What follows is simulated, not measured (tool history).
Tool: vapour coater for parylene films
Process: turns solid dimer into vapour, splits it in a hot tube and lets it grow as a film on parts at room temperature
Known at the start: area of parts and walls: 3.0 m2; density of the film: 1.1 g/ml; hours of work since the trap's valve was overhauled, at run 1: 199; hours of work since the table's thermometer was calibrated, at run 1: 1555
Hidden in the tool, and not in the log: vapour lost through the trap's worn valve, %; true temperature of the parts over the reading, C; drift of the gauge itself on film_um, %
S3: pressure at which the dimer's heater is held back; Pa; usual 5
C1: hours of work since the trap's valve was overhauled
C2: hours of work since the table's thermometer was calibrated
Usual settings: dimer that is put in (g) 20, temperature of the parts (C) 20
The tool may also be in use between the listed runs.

run 1 day=0 | dimer_that_is_put_in_(g)=20 temperature_of_the_parts_(C)=20 S3=5 | C1=199 C2=1555 | thickness_of_the_film_(um)=3.27
-- day=1.1 trap's valve overhauled
run 2 day=2.292 | dimer_that_is_put_in_(g)=20 temperature_of_the_parts_(C)=20 S3=5 | C1=22 C2=1594 | thickness_of_the_film_(um)=3.46
run 3 day=3.712 | dimer_that_is_put_in_(g)=20 temperature_of_the_parts_(C)=20 S3=5 | C1=48 C2=1620 | thickness_of_the_film_(um)=3.41
run 4 day=5.942 | dimer_that_is_put_in_(g)=20 temperature_of_the_parts_(C)=20 S3=5 | C1=89 C2=1661 | thickness_of_the_film_(um)=3.38
run 5 day=7.488 | dimer_that_is_put_in_(g)=20 temperature_of_the_parts_(C)=20 S3=5 | C1=118 C2=1690 | thickness_of_the_film_(um)=3.34
run 6 day=9.196 | dimer_that_is_put_in_(g)=20 temperature_of_the_parts_(C)=20 S3=5 | C1=149 C2=1721 | thickness_of_the_film_(um)=3.33
run 7 day=11.712 | dimer_that_is_put_in_(g)=20 temperature_of_the_parts_(C)=20 S3=5 | C1=196 C2=1767 | thickness_of_the_film_(um)=3.28
-- day=13.05 trap's valve overhauled
run 8 day=14.858 | dimer_that_is_put_in_(g)=20 temperature_of_the_parts_(C)=20 S3=5 | C1=33 C2=1822 | thickness_of_the_film_(um)=3.44
run 9 day=17.108 | dimer_that_is_put_in_(g)=20 temperature_of_the_parts_(C)=20 S3=5 | C1=75 C2=1864 | thickness_of_the_film_(um)=3.4
run 10 day=20.033 | dimer_that_is_put_in_(g)=25 temperature_of_the_parts_(C)=14 S3=4.77 | C1=129 C2=1918 | thickness_of_the_film_(um)=5.15
run 11 day=22.25 | dimer_that_is_put_in_(g)=19 temperature_of_the_parts_(C)=14 S3=6.15 | C1=170 C2=1959 | thickness_of_the_film_(um)=3.66
-- day=24.912 trap's valve overhauled
run 12 day=25.5 | dimer_that_is_put_in_(g)=10 temperature_of_the_parts_(C)=27 S3=5.27 | C1=11 C2=2015 | thickness_of_the_film_(um)=1.35
run 13 day=26.867 | dimer_that_is_put_in_(g)=10 temperature_of_the_parts_(C)=27 S3=5.27 | C1=36 C2=2041 | thickness_of_the_film_(um)=1.34
run 14 day=28.662 | dimer_that_is_put_in_(g)=20 temperature_of_the_parts_(C)=30 S3=2.8 | C1=69 C2=2074 | thickness_of_the_film_(um)=2.69
run 15 day=29.971 | dimer_that_is_put_in_(g)=10 temperature_of_the_parts_(C)=25 S3=3.58 | C1=93 C2=2098 | thickness_of_the_film_(um)=1.52

The same runs without the tool's hidden state, with the same run-to-run variation:
run=1 thickness_of_the_film_(um)=3.57
run=2 thickness_of_the_film_(um)=3.56
run=3 thickness_of_the_film_(um)=3.54
run=4 thickness_of_the_film_(um)=3.55
run=5 thickness_of_the_film_(um)=3.54
run=6 thickness_of_the_film_(um)=3.56
run=7 thickness_of_the_film_(um)=3.56
run=8 thickness_of_the_film_(um)=3.56
run=9 thickness_of_the_film_(um)=3.57
run=10 thickness_of_the_film_(um)=5.49
run=11 thickness_of_the_film_(um)=3.95
run=12 thickness_of_the_film_(um)=1.4
run=13 thickness_of_the_film_(um)=1.39
run=14 thickness_of_the_film_(um)=2.82
run=15 thickness_of_the_film_(um)=1.61

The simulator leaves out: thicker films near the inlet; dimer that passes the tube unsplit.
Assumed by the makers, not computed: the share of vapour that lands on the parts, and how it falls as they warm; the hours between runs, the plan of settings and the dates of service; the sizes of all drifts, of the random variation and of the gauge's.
